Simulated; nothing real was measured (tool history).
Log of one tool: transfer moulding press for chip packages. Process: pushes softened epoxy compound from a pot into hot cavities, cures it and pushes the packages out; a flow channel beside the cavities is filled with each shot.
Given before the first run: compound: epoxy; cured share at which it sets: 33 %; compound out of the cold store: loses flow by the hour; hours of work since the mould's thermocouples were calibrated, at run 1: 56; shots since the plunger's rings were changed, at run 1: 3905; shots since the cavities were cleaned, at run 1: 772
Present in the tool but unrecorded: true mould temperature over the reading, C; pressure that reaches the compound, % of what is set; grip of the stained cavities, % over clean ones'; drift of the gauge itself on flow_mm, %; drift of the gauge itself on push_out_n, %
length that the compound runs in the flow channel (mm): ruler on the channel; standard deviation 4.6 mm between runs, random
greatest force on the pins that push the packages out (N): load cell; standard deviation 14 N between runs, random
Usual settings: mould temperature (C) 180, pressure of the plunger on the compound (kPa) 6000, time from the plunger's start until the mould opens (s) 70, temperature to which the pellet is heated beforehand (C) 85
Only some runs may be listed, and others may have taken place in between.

| run | hour | mould temperature (C) | pressure of the plunger on the compound (kPa) | time from the plunger's start until the mould opens (s) | temperature to which the pellet is heated beforehand (C) | hours of work since the mould's thermocouples were calibrated | shots since the plunger's rings were changed | shots since the cavities were cleaned | incoming compound's hours out of the cold store | length that the compound runs in the flow channel (mm) | greatest force on the pins that push the packages out (N) |
|---|---|---|---|---|---|---|---|---|---|---|---|
| 1 | 0.0 | 180 | 6000 | 70 | 85 | 56 | 3905 | 772 | 8.7 | 867 | 1069 |
| 2 | 11.7 | 180 | 6000 | 90 | 85 | 62 | 4075 | 942 | 29.0 | 784 | 715 |
|  | 26.3 | cavities cleaned with cleaning compound and waxed |
| 3 | 26.3 | 180 | 5070 | 70 | 85 | 69 | 4265 | 0 | 39.5 | 680 | 626 |
| 4 | 33.6 | 180 | 6000 | 70 | 85 | 73 | 4370 | 105 | 21.4 | 802 | 731 |
| 5 | 44.6 | 180 | 6000 | 70 | 80 | 79 | 4530 | 265 | 22.8 | 801 | 863 |
| 6 | 57.2 | 180 | 6000 | 70 | 80 | 85 | 4712 | 447 | 34.9 | 755 | 930 |
| 7 | 62.9 | 180 | 6000 | 70 | 80 | 88 | 4795 | 530 | 44.3 | 721 | 949 |
| 8 | 74.3 | 180 | 6000 | 70 | 80 | 94 | 4960 | 695 | 8.1 | 855 | 1082 |
| 9 | 86.3 | 180 | 6000 | 70 | 80 | 101 | 5134 | 869 | 22.8 | 788 | 1082 |
| 10 | 99.3 | 180 | 6000 | 70 | 87 | 108 | 5323 | 1058 | 38.9 | 723 | 1021 |
|  | 106.4 | cavities cleaned with cleaning compound and waxed |
| 11 | 107.1 | 180 | 6000 | 54 | 85 | 111 | 5414 | 10 | 33.7 | 748 | 1234 |
| 12 | 113.9 | 180 | 6000 | 54 | 85 | 115 | 5513 | 109 | 46.9 | 705 | 1349 |
| 13 | 122.9 | 187 | 6000 | 99 | 85 | 119 | 5642 | 238 | 36.8 | 711 | 498 |
| 14 | 134.9 | 187 | 6000 | 99 | 85 | 126 | 5817 | 413 | 16.0 | 781 | 542 |
| 15 | 148.3 | 187 | 6000 | 99 | 85 | 133 | 6011 | 607 | 32.7 | 718 | 587 |
|  | 156.9 | plunger's sealing rings changed |
| 16 | 161.8 | 183 | 5940 | 62 | 88 | 139 | 70 | 766 | 20.6 | 855 | 1164 |
| 17 | 170.8 | 187 | 5920 | 66 | 84 | 144 | 200 | 896 | 38.5 | 764 | 778 |
| 18 | 182.7 | 187 | 5920 | 66 | 93 | 150 | 373 | 1069 | 14.5 | 859 | 825 |
|  | 188.4 | cavities cleaned with cleaning compound and waxed |
| 19 | 190.0 | 180 | 4720 | 56 | 79 | 153 | 457 | 23 | 33.5 | 724 | 1224 |
| 20 | 195.8 | 180 | 6430 | 83 | 75 | 156 | 542 | 108 | 16.6 | 910 | 562 |
| 21 | 206.4 | 188 | 4840 | 70 | 85 | 162 | 696 | 262 | 17.5 | 762 | 549 |
| 22 | 218.6 | 185 | 6360 | 64 | 82 | 168 | 872 | 438 | 20.6 | 870 | 824 |
| 23 | 228.0 | 185 | 5590 | 64 | 86 | 173 | 1008 | 574 | 21.0 | 809 | 905 |
| 24 | 240.8 | 185 | 6090 | 73 | 81 | 180 | 1193 | 759 | 13.4 | 869 | 758 |

3 ways to go on from here, each from the tool as it stands after run 24. What would each give?
| A | 253.4 | 173 | 6090 | 87 | 81 | 187 | 1376 | 942 | 26.3 | ? | ? |
| B | 253.4 | 179 | 6210 | 54 | 81 | 187 | 1376 | 942 | 22.5 | ? | ? |
| C | 253.4 | 175 | 6600 | 85 | 85 | 187 | 1376 | 942 | 31.2 | ? | ? |

| run | length that the compound runs in the flow channel (mm) | greatest force on the pins that push the packages out (N) |
|---|---|---|
| A | 864 | 1123 |
| B | 860 | 2371 |
| C | 875 | 974 |
Take away the tool's hidden state, keep each run's random variation, and the runs would have read:
| run | length that the compound runs in the flow channel (mm) | greatest force on the pins that push the packages out (N) |
|---|---|---|
| A | 879 | 647 |
| B | 876 | 1384 |
| C | 891 | 564 |
